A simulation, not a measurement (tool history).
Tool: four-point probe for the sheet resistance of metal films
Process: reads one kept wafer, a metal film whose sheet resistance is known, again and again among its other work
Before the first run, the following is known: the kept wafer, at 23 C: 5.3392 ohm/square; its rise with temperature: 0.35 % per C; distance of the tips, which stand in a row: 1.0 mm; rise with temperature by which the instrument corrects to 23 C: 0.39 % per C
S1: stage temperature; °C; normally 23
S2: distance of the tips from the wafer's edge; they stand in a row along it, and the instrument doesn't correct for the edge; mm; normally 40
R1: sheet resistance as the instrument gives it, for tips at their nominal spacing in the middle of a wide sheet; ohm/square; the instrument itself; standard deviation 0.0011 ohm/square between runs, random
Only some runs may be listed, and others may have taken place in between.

run,hour,S1,S2,R1
1,0,23,40,5.371478
2,16.8,23,40,5.369706
3,31.9,23,40,5.371934
4,48.6,23,40,5.369457
5,68.5,23,8,5.41419
6,83.3,18,40,5.37933
7,96.4,19,40,5.376793
8,118.4,19,40,5.374542
9,128.7,19,40,5.377812
# hour 130.8: stage's thermometer calibrated
10,151.6,19,40,5.378063
11,172.8,19,40,5.376857
# hour 178: stage's thermometer calibrated, once more
12,185.4,23,40,5.363097
13,207.8,23,40,5.365867
14,221.3,23,40,5.36306
15,239.8,23,40,5.365917

Run 16, settings as shown, results not yet in. Your forecast:
16,261.5,23,40,?

R1: 5.364592 ohm/square
Had the tool carried no hidden state, the very same run would have given R1 5.34196 ohm/square.

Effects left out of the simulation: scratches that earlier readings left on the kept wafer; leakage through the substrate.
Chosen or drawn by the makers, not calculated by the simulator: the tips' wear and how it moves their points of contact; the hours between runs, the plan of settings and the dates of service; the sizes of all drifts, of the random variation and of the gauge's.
